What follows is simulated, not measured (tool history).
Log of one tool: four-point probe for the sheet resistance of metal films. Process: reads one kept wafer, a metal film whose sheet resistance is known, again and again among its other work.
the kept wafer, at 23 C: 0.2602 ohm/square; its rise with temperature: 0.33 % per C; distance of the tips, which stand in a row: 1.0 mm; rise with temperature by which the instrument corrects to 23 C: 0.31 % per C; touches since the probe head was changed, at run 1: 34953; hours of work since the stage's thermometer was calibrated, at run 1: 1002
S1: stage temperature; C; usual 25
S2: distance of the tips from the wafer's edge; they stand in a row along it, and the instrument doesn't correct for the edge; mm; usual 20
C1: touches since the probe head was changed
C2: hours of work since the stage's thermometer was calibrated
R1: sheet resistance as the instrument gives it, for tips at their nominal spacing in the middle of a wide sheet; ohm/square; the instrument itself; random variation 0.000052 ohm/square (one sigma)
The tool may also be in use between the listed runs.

| run | day | S1 | S2 | C1 | C2 | R1 |
|---|---|---|---|---|---|---|
| 1 | 0.000 | 25 | 20 | 34953 | 1002 | 0.260500 |
| 2 | 2.183 | 25 | 20 | 37896 | 1041 | 0.260580 |
| 3 | 4.542 | 25 | 20 | 41072 | 1083 | 0.260575 |
| 4 | 5.692 | 25 | 20 | 42619 | 1104 | 0.260574 |
| 5 | 6.846 | 24 | 20 | 44173 | 1124 | 0.260590 |
| 6 | 8.483 | 24 | 20 | 46377 | 1153 | 0.260601 |
| 7 | 10.558 | 25 | 20 | 49173 | 1190 | 0.260550 |
| 8 | 12.271 | 25 | 20 | 51482 | 1221 | 0.260518 |
| 9 | 13.621 | 25 | 20 | 53302 | 1245 | 0.260616 |
| 10 | 16.021 | 25 | 20 | 56533 | 1287 | 0.260576 |
| 11 | 17.325 | 20 | 12 | 58287 | 1311 | 0.261109 |
| 12 | 19.683 | 20 | 12 | 61464 | 1353 | 0.261184 |
| 13 | 21.612 | 26 | 5 | 64067 | 1387 | 0.265789 |
| 14 | 23.971 | 26 | 36 | 67238 | 1429 | 0.260390 |
| 15 | 25.629 | 26 | 36 | 69477 | 1458 | 0.260500 |
| 16 | 26.650 | 26 | 36 | 70850 | 1477 | 0.260473 |
| 17 | 27.879 | 21 | 31 | 72508 | 1498 | 0.260290 |
| 18 | 30.000 | 26 | 40 | 75360 | 1536 | 0.260414 |

Forecast each of these 5 alternatives for the next run:
| A | 32.104 | 25 | 4 | 78195 | 1574 | ? |
| B | 32.104 | 28 | 22 | 78195 | 1574 | ? |
| C | 32.104 | 18 | 38 | 78195 | 1574 | ? |
| D | 32.104 | 19 | 40 | 78195 | 1574 | ? |
| E | 32.104 | 21 | 54 | 78195 | 1574 | ? |

| run | R1 |
|---|---|
| A | 0.268779 |
| B | 0.260660 |
| C | 0.260114 |
| D | 0.260178 |
| E | 0.260247 |
Without the tool's hidden state the same runs would have given:
| run | R1 |
|---|---|
| A | 0.268775 |
| B | 0.260656 |
| C | 0.260110 |
| D | 0.260174 |
| E | 0.260243 |

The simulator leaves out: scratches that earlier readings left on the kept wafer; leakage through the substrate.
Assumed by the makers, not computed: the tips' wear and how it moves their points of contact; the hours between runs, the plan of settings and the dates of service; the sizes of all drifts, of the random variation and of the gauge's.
